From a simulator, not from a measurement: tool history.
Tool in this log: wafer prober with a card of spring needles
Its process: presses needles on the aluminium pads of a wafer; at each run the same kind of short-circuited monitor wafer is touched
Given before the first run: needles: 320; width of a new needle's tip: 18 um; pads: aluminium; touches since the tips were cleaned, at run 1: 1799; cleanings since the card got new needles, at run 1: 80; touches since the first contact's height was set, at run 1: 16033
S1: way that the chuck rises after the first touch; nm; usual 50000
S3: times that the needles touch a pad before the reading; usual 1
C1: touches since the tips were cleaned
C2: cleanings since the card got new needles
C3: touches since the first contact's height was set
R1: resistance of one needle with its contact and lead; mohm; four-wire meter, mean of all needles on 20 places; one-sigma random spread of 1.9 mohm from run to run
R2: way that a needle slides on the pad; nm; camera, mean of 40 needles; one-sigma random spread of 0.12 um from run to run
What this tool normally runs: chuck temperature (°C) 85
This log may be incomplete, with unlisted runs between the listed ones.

{"run": 1, "hour": 0.0, "S1": 50000, "chuck temperature (°C)": 85, "S3": 1, "C1": 1799, "C2": 80, "C3": 16033, "R1": 195, "R2": 8690}
{"hour": 1.1, "done": "tips cleaned on abrasive film"}
{"hour": 6.3, "done": "tips cleaned on abrasive film"}
{"hour": 11.5, "done": "tips cleaned on abrasive film"}
{"hour": 15.6, "done": "tips cleaned on abrasive film"}
{"hour": 20.3, "done": "tips cleaned on abrasive film"}
{"run": 2, "hour": 20.3, "S1": 50000, "chuck temperature (°C)": 85, "S3": 1, "C1": 0, "C2": 85, "C3": 25943, "R1": 191, "R2": 8660}
{"hour": 24.5, "done": "tips cleaned on abrasive film"}
{"hour": 29.6, "done": "tips cleaned on abrasive film"}
{"hour": 33.8, "done": "tips cleaned on abrasive film"}
{"run": 3, "hour": 35.8, "S1": 50000, "chuck temperature (°C)": 85, "S3": 1, "C1": 1013, "C2": 88, "C3": 33565, "R1": 195, "R2": 8670}
{"hour": 39.0, "done": "tips cleaned on abrasive film"}
{"hour": 43.1, "done": "tips cleaned on abrasive film"}
{"hour": 48.3, "done": "tips cleaned on abrasive film"}
{"run": 4, "hour": 48.9, "S1": 50000, "chuck temperature (°C)": 85, "S3": 1, "C1": 269, "C2": 91, "C3": 39935, "R1": 196, "R2": 8790}
{"hour": 53.0, "done": "tips cleaned on abrasive film"}
{"hour": 58.2, "done": "tips cleaned on abrasive film"}
{"run": 5, "hour": 62.0, "S1": 50000, "chuck temperature (°C)": 85, "S3": 1, "C1": 1899, "C2": 93, "C3": 46410, "R1": 194, "R2": 8660}
{"hour": 63.1, "done": "tips cleaned on abrasive film"}
{"hour": 68.3, "done": "tips cleaned on abrasive film"}
{"hour": 73.5, "done": "tips cleaned on abrasive film"}
{"hour": 78.7, "done": "tips cleaned on abrasive film"}
{"run": 6, "hour": 79.0, "S1": 50000, "chuck temperature (°C)": 85, "S3": 1, "C1": 162, "C2": 97, "C3": 54706, "R1": 195, "R2": 8710}
{"hour": 83.1, "done": "tips cleaned on abrasive film"}
{"hour": 87.3, "done": "tips cleaned on abrasive film"}
{"hour": 92.5, "done": "tips cleaned on abrasive film"}
{"hour": 97.7, "done": "tips cleaned on abrasive film"}
{"run": 7, "hour": 98.8, "S1": 50000, "chuck temperature (°C)": 30, "S3": 1, "C1": 584, "C2": 101, "C3": 64441, "R1": 184, "R2": 8700}
{"hour": 102.0, "done": "tips cleaned on abrasive film"}
{"hour": 106.1, "done": "tips cleaned on abrasive film"}
{"hour": 111.3, "done": "tips cleaned on abrasive film"}
{"hour": 115.5, "done": "tips cleaned on abrasive film"}
{"hour": 119.7, "done": "tips cleaned on abrasive film"}
{"hour": 124.8, "done": "tips cleaned on abrasive film"}
{"run": 8, "hour": 128.5, "S1": 50000, "chuck temperature (°C)": 30, "S3": 1, "C1": 1848, "C2": 107, "C3": 78995, "R1": 185, "R2": 8830}
{"hour": 129.6, "done": "tips cleaned on abrasive film"}
{"hour": 134.8, "done": "tips cleaned on abrasive film"}
{"hour": 140.0, "done": "tips cleaned on abrasive film"}
{"hour": 144.2, "done": "tips cleaned on abrasive film"}
{"hour": 149.3, "done": "tips cleaned on abrasive film"}
{"hour": 153.5, "done": "tips cleaned on abrasive film"}
{"hour": 158.7, "done": "tips cleaned on abrasive film"}
{"run": 9, "hour": 158.7, "S1": 50000, "chuck temperature (°C)": 85, "S3": 3, "C1": 0, "C2": 114, "C3": 93725, "R1": 197, "R2": 8750}
{"hour": 162.8, "done": "tips cleaned on abrasive film"}
{"hour": 168.0, "done": "tips cleaned on abrasive film"}
{"hour": 173.2, "done": "tips cleaned on abrasive film"}
{"run": 10, "hour": 176.3, "S1": 50000, "chuck temperature (°C)": 85, "S3": 3, "C1": 1559, "C2": 117, "C3": 102402, "R1": 195, "R2": 9110}
{"hour": 177.4, "done": "tips cleaned on abrasive film"}
{"hour": 182.6, "done": "tips cleaned on abrasive film"}
{"hour": 187.8, "done": "tips cleaned on abrasive film"}
{"hour": 193.0, "done": "tips cleaned on abrasive film"}
{"run": 11, "hour": 194.5, "S1": 50000, "chuck temperature (°C)": 85, "S3": 3, "C1": 759, "C2": 121, "C3": 111298, "R1": 196, "R2": 8740}
{"hour": 197.6, "done": "tips cleaned on abrasive film"}
{"hour": 201.8, "done": "tips cleaned on abrasive film"}
{"hour": 207.0, "done": "tips cleaned on abrasive film"}
{"run": 12, "hour": 207.6, "S1": 50000, "chuck temperature (°C)": 85, "S3": 3, "C1": 297, "C2": 124, "C3": 117695, "R1": 196, "R2": 8650}
{"hour": 211.7, "done": "tips cleaned on abrasive film"}
{"hour": 216.9, "done": "tips cleaned on abrasive film"}
{"hour": 222.1, "done": "tips cleaned on abrasive film"}
{"hour": 227.3, "done": "tips cleaned on abrasive film"}
{"run": 13, "hour": 227.9, "S1": 43000, "chuck temperature (°C)": 107, "S3": 1, "C1": 299, "C2": 128, "C3": 127652, "R1": 203, "R2": 7550}
{"hour": 232.0, "done": "tips cleaned on abrasive film"}
{"hour": 237.2, "done": "tips cleaned on abrasive film"}
{"hour": 241.4, "done": "tips cleaned on abrasive film"}
{"hour": 246.5, "done": "tips cleaned on abrasive film"}
{"run": 14, "hour": 248.5, "S1": 50000, "chuck temperature (°C)": 56, "S3": 1, "C1": 964, "C2": 132, "C3": 137766, "R1": 190, "R2": 8790}
{"hour": 251.6, "done": "tips cleaned on abrasive film"}
{"hour": 255.8, "done": "tips cleaned on abrasive film"}
{"hour": 261.0, "done": "tips cleaned on abrasive film"}
{"hour": 266.1, "done": "tips cleaned on abrasive film"}
{"hour": 271.3, "done": "tips cleaned on abrasive film"}
{"run": 15, "hour": 275.0, "S1": 50000, "chuck temperature (°C)": 56, "S3": 1, "C1": 1862, "C2": 137, "C3": 150813, "R1": 189, "R2": 8790}
{"hour": 276.2, "done": "tips cleaned on abrasive film"}
{"hour": 280.3, "done": "tips cleaned on abrasive film"}
{"hour": 285.5, "done": "tips cleaned on abrasive film"}
{"hour": 290.7, "done": "tips cleaned on abrasive film"}
{"hour": 295.9, "done": "tips cleaned on abrasive film"}
{"run": 16, "hour": 297.6, "S1": 50000, "chuck temperature (°C)": 56, "S3": 1, "C1": 847, "C2": 142, "C3": 161827, "R1": 186, "R2": 8910}
{"hour": 300.7, "done": "tips cleaned on abrasive film"}
{"hour": 305.9, "done": "tips cleaned on abrasive film"}
{"hour": 311.1, "done": "tips cleaned on abrasive film"}
{"hour": 316.2, "done": "tips cleaned on abrasive film"}
{"run": 17, "hour": 318.4, "S1": 30000, "chuck temperature (°C)": 28, "S3": 1, "C1": 1095, "C2": 146, "C3": 172072, "R1": 189, "R2": 5410}
{"hour": 320.6, "done": "tips cleaned on abrasive film"}
{"hour": 325.7, "done": "tips cleaned on abrasive film"}
{"hour": 330.9, "done": "tips cleaned on abrasive film"}
{"hour": 332.2, "done": "height of the first contact set anew"}
{"hour": 336.4, "done": "tips cleaned on abrasive film"}
{"run": 18, "hour": 339.6, "S1": 41000, "chuck temperature (°C)": 85, "S3": 1, "C1": 1578, "C2": 150, "C3": 3611, "R1": 196, "R2": 7500}
{"hour": 340.7, "done": "tips cleaned on abrasive film"}
{"hour": 344.8, "done": "tips cleaned on abrasive film"}
{"hour": 350.0, "done": "tips cleaned on abrasive film"}
{"run": 19, "hour": 352.7, "S1": 50000, "chuck temperature (°C)": 119, "S3": 2, "C1": 1331, "C2": 153, "C3": 10025, "R1": 205, "R2": 8760}
{"hour": 354.8, "done": "tips cleaned on abrasive film"}
{"hour": 359.0, "done": "tips cleaned on abrasive film"}
{"hour": 364.1, "done": "tips cleaned on abrasive film"}
{"hour": 368.3, "done": "tips cleaned on abrasive film"}
{"hour": 372.5, "done": "tips cleaned on abrasive film"}
{"hour": 377.7, "done": "tips cleaned on abrasive film"}
{"hour": 381.8, "done": "tips cleaned on abrasive film"}
{"run": 20, "hour": 383.7, "S1": 50000, "chuck temperature (°C)": 119, "S3": 2, "C1": 931, "C2": 160, "C3": 25190, "R1": 200, "R2": 8870}
{"hour": 386.8, "done": "tips cleaned on abrasive film"}
{"hour": 391.0, "done": "tips cleaned on abrasive film"}
{"hour": 395.2, "done": "tips cleaned on abrasive film"}
{"run": 21, "hour": 397.0, "S1": 50000, "chuck temperature (°C)": 119, "S3": 2, "C1": 915, "C2": 163, "C3": 31698, "R1": 202, "R2": 8710}
{"hour": 400.1, "done": "tips cleaned on abrasive film"}
{"hour": 404.3, "done": "tips cleaned on abrasive film"}
{"hour": 408.5, "done": "tips cleaned on abrasive film"}
{"run": 22, "hour": 410.9, "S1": 50000, "chuck temperature (°C)": 119, "S3": 2, "C1": 1222, "C2": 166, "C3": 38512, "R1": 203, "R2": 8520}
{"hour": 413.0, "done": "tips cleaned on abrasive film"}
{"hour": 418.2, "done": "tips cleaned on abrasive film"}
{"hour": 423.4, "done": "tips cleaned on abrasive film"}
{"hour": 428.6, "done": "tips cleaned on abrasive film"}
{"run": 23, "hour": 432.2, "S1": 50000, "chuck temperature (°C)": 119, "S3": 2, "C1": 1790, "C2": 170, "C3": 48945, "R1": 200, "R2": 8670}
{"hour": 433.3, "done": "tips cleaned on abrasive film"}
{"hour": 438.4, "done": "tips cleaned on abrasive film"}
{"hour": 442.6, "done": "tips cleaned on abrasive film"}
{"hour": 446.8, "done": "tips cleaned on abrasive film"}
{"hour": 452.0, "done": "tips cleaned on abrasive film"}
{"run": 24, "hour": 452.6, "S1": 50000, "chuck temperature (°C)": 119, "S3": 2, "C1": 335, "C2": 175, "C3": 58940, "R1": 199, "R2": 8790}

5 options for the next run, each taken on its own from the tool as it stands now. Forecast them:
{"hour": 456.8, "done": "tips cleaned on abrasive film"}
{"hour": 460.9, "done": "tips cleaned on abrasive film"}
{"hour": 465.1, "done": "tips cleaned on abrasive film"}
{"hour": 470.3, "done": "tips cleaned on abrasive film"}
{"run": "A", "hour": 472.4, "S1": 60000, "chuck temperature (°C)": 85, "S3": 3, "C1": 1043, "C2": 179, "C3": 68624, "R1": "?", "R2": "?"}
{"hour": 456.8, "done": "tips cleaned on abrasive film"}
{"hour": 460.9, "done": "tips cleaned on abrasive film"}
{"hour": 465.1, "done": "tips cleaned on abrasive film"}
{"hour": 470.3, "done": "tips cleaned on abrasive film"}
{"run": "B", "hour": 472.4, "S1": 31000, "chuck temperature (°C)": 84, "S3": 2, "C1": 1043, "C2": 179, "C3": 68624, "R1": "?", "R2": "?"}
{"hour": 456.8, "done": "tips cleaned on abrasive film"}
{"hour": 460.9, "done": "tips cleaned on abrasive film"}
{"hour": 465.1, "done": "tips cleaned on abrasive film"}
{"hour": 470.3, "done": "tips cleaned on abrasive film"}
{"run": "C", "hour": 472.4, "S1": 30000, "chuck temperature (°C)": 119, "S3": 2, "C1": 1043, "C2": 179, "C3": 68624, "R1": "?", "R2": "?"}
{"hour": 456.8, "done": "tips cleaned on abrasive film"}
{"hour": 460.9, "done": "tips cleaned on abrasive film"}
{"hour": 465.1, "done": "tips cleaned on abrasive film"}
{"hour": 470.3, "done": "tips cleaned on abrasive film"}
{"run": "D", "hour": 472.4, "S1": 46000, "chuck temperature (°C)": 108, "S3": 1, "C1": 1043, "C2": 179, "C3": 68624, "R1": "?", "R2": "?"}
{"hour": 456.8, "done": "tips cleaned on abrasive film"}
{"hour": 460.9, "done": "tips cleaned on abrasive film"}
{"hour": 465.1, "done": "tips cleaned on abrasive film"}
{"hour": 470.3, "done": "tips cleaned on abrasive film"}
{"run": "E", "hour": 472.4, "S1": 50000, "chuck temperature (°C)": 40, "S3": 2, "C1": 1043, "C2": 179, "C3": 68624, "R1": "?", "R2": "?"}

run=A R1=191 R2=10250
run=B R1=200 R2=5520
run=C R1=207 R2=5420
run=D R1=199 R2=7950
run=E R1=186 R2=8780
Stripped of hidden state, with their random variation kept, the same runs would have yielded:
run=A R1=191 R2=10250
run=B R1=200 R2=5520
run=C R1=207 R2=5420
run=D R1=199 R2=7950
run=E R1=186 R2=8780

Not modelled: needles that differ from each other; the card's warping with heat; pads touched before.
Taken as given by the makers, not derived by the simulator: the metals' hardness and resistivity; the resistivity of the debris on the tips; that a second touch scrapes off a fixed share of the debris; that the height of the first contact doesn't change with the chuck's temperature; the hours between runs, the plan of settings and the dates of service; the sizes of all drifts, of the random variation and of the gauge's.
